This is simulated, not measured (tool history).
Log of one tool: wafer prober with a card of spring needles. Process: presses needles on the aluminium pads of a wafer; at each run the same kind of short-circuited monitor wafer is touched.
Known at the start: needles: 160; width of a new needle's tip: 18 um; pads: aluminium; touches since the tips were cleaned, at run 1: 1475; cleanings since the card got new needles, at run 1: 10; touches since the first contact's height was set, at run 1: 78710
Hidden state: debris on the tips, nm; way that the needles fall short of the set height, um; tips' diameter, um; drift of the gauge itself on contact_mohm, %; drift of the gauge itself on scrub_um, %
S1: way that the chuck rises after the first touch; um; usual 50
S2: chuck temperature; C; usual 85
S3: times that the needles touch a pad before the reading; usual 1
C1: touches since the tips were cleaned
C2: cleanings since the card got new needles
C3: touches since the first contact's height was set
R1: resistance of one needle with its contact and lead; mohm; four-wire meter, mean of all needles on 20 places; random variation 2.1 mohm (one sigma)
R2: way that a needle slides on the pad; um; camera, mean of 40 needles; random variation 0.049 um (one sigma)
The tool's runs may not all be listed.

| run | hour | S1 | S2 | S3 | C1 | C2 | C3 | R1 | R2 |
|---|---|---|---|---|---|---|---|---|---|
| 1 | 0 | 50 | 85 | 1 | 1475 | 10 | 78710 | 248 | 7.74 |
| 2 | 15.6 | 50 | 85 | 1 | 5044 | 10 | 82279 | 269 | 7.77 |
|  | 22.6 | tips cleaned on abrasive film |
| 3 | 31 | 50 | 92 | 1 | 1921 | 11 | 85759 | 252 | 7.7 |
|  | 50.9 | tips cleaned on abrasive film |
| 4 | 52.9 | 59 | 85 | 1 | 462 | 12 | 90739 | 231 | 9.12 |
| 5 | 75.8 | 59 | 85 | 1 | 5688 | 12 | 95965 | 255 | 9.12 |
|  | 79.1 | tips cleaned on abrasive film |
| 6 | 87 | 59 | 85 | 1 | 1800 | 13 | 98515 | 241 | 9.11 |
| 7 | 97.3 | 59 | 85 | 1 | 4155 | 13 | 100870 | 254 | 9.08 |
|  | 108.3 | tips cleaned on abrasive film |
| 8 | 116 | 59 | 85 | 1 | 1753 | 14 | 105105 | 240 | 9.04 |
| 9 | 132.3 | 59 | 85 | 1 | 5482 | 14 | 108834 | 256 | 9.03 |
|  | 137.3 | tips cleaned on abrasive film |
| 10 | 150.8 | 59 | 85 | 1 | 3064 | 15 | 113023 | 253 | 9.14 |
|  | 165.6 | tips cleaned on abrasive film |
| 11 | 165.6 | 59 | 85 | 1 | 0 | 16 | 116381 | 236 | 9.09 |
| 12 | 181.5 | 59 | 85 | 1 | 3632 | 16 | 120013 | 247 | 9.1 |
|  | 194 | tips cleaned on abrasive film |
| 13 | 202.7 | 35 | 85 | 1 | 1990 | 17 | 124837 | 287 | 5.24 |
| 14 | 220.8 | 35 | 85 | 1 | 6117 | 17 | 128964 | 317 | 5.25 |
|  | 223 | tips cleaned on abrasive film |
| 15 | 233.6 | 50 | 105 | 1 | 2420 | 18 | 131875 | 259 | 7.67 |
|  | 251.3 | tips cleaned on abrasive film |
| 16 | 251.3 | 50 | 85 | 1 | 0 | 19 | 135885 | 237 | 7.7 |
| 17 | 268 | 50 | 85 | 1 | 3816 | 19 | 139701 | 261 | 7.6 |
|  | 279.5 | tips cleaned on abrasive film |
| 18 | 280.5 | 38 | 27 | 2 | 238 | 20 | 142545 | 232 | 5.64 |
| 19 | 295.7 | 32 | 27 | 1 | 3699 | 20 | 146006 | 304 | 4.86 |
|  | 308.5 | tips cleaned on abrasive film |
| 20 | 310.4 | 32 | 27 | 1 | 439 | 21 | 149339 | 257 | 4.73 |
| 21 | 321.9 | 68 | 74 | 1 | 3070 | 21 | 151970 | 241 | 10.35 |
|  | 336.9 | tips cleaned on abrasive film |
| 22 | 342.6 | 68 | 74 | 1 | 1298 | 22 | 156660 | 233 | 10.38 |
| 23 | 359.3 | 67 | 31 | 2 | 5114 | 22 | 160476 | 227 | 10.21 |
|  | 366 | tips cleaned on abrasive film |
| 24 | 381 | 50 | 85 | 2 | 3437 | 23 | 165418 | 248 | 7.54 |
|  | 394 | tips cleaned on abrasive film |
| 25 | 396 | 50 | 57 | 3 | 453 | 24 | 168811 | 228 | 7.46 |
| 26 | 417.4 | 50 | 57 | 3 | 5346 | 24 | 173704 | 242 | 7.47 |
|  | 422.5 | tips cleaned on abrasive film |
| 27 | 432.7 | 50 | 57 | 3 | 2323 | 25 | 177175 | 236 | 7.41 |
| 28 | 446.6 | 44 | 45 | 3 | 5490 | 25 | 180342 | 248 | 6.57 |
|  | 450.8 | tips cleaned on abrasive film |
| 29 | 467.5 | 52 | 37 | 1 | 3810 | 26 | 185109 | 252 | 7.81 |
|  | 479.3 | tips cleaned on abrasive film |
| 30 | 486.4 | 52 | 37 | 1 | 1602 | 27 | 189383 | 239 | 7.86 |
|  | 508.5 | tips cleaned on abrasive film |
| 31 | 509.6 | 48 | 29 | 2 | 264 | 28 | 194674 | 226 | 7.21 |
| 32 | 532.5 | 50 | 28 | 3 | 5488 | 28 | 199898 | 236 | 7.41 |
|  | 534.6 | height of the first contact set anew |
|  | 537.8 | tips cleaned on abrasive film |
| 33 | 543.5 | 62 | 27 | 1 | 1301 | 29 | 2002 | 223 | 9.81 |

Some steps in R1 between neighbouring runs. How much of each would the tool show without its hidden state too (settings, what came in, random variation), and how much is left for the hidden state, with any gauge scatter that isn't in both results?
Run 14 -> 15: S1 35 -> 50, S2 85 -> 105, tips cleaned on abrasive film. R1 -58 mohm: hidden state -57, all else -1.
Run 18 -> 19: S1 38 -> 32, S3 2 -> 1. R1 +72 mohm: hidden state +71, all else +1.
Run 19 -> 20: tips cleaned on abrasive film. R1 -47 mohm: hidden state -52, all else +5.

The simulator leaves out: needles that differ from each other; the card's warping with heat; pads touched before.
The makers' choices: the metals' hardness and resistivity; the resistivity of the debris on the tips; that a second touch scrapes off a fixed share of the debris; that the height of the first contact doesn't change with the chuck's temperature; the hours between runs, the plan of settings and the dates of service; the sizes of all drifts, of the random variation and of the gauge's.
